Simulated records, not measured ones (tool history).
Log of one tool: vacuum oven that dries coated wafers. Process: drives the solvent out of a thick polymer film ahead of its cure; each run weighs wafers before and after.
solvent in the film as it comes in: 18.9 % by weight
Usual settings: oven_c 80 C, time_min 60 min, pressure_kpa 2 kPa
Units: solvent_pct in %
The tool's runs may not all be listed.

run    hour  oven_c  time_min  pressure_kpa  solvent_pct
  1       0      80        60             2         5.05
  2   127.6      80        60             2         4.99
  3   189.9      80        60             2            5
  4   255.6      80        60             2         5.06
  5   370.8      80        60             2         5.03
  6   477.2      80        60             2         5.07
  7   601.6      80        60             2         5.07
  8   701.4      80        60             2         5.09
  9   791.6      80        60             2          5.1
 10     899      80        60             2         5.17
 11   970.5      80        60             2         5.05
 12  1063.9      80        60           3.6         5.59
 13  1151.4      80        60             2         5.12
 14    1224      80        60             2         5.14
 15  1317.7      80        89             2         3.29
 16  1410.1      80        89             2         3.23
 17  1532.5      80        89             2         3.29
     1627.8  -- vacuum gauge cleaned of residue and calibrated
 18  1635.7      80        89             2         3.37
 19  1760.2      80        89             2         3.35
 20  1893.2      80        60             2         5.29
 21  1950.2      80        60          1.14            5
 22  2043.9      93        89          1.23         1.07
 23  2133.4      91        35          3.68         5.75
 24  2237.2      91        35          3.68         5.67
 25  2328.1      91        35          3.68         5.72
 26  2398.7      91        48          3.96          4.2
     2434.4  -- vacuum gauge cleaned of residue and calibrated, once more
 27  2507.1      80        41          5.16         8.05
 28  2596.1      80        31          1.28         8.43
 29  2664.6      80        31          1.28         8.46
 30  2720.3      73        59          1.28         6.82
 31  2827.5      65        57          3.58        10.16
 32    2921      66        69          6.49        10.27
 33  3021.6      93        60          4.61         2.89
 34  3076.8      90        43          4.94         5.12
 35  3145.5      90        43          4.94         5.13
 36  3269.5      90        43          4.94         5.06
     3379.8  -- oven's thermocouples calibrated
 37  3391.2      80        50             2          5.9
 38  3445.4      87        93             2         1.69
 39    3567      87        93             2         1.69

Measured less the same run without the tool's hidden state. The same run-to-run variation is in both; the gauge's scatter may not be:
The hidden state here: true wafer temperature over the reading, C; true pressure over the reading, kPa; drift of the gauge itself on solvent_pct, %.
run  solvent_pct
  1        +0.14
  2        +0.15
  3        +0.16
  4        +0.17
  5        +0.18
  6        +0.19
  7         +0.2
  8        +0.21
  9        +0.22
 10        +0.24
 11        +0.24
 12        +0.25
 13        +0.26
 14        +0.26
 15        +0.27
 16        +0.28
 17        +0.29
 18        +0.37
 19        +0.39
 20        +0.41
 21         +0.4
 22        +0.23
 23        +0.34
 24        +0.35
 25        +0.36
 26        +0.36
 27        +0.26
 28        +0.23
 29        +0.24
 30        +0.28
 31         +0.3
 32        +0.36
 33        +0.21
 34        +0.29
 35        +0.29
 36         +0.3
 37        +0.08
 38        +0.06
 39        +0.07
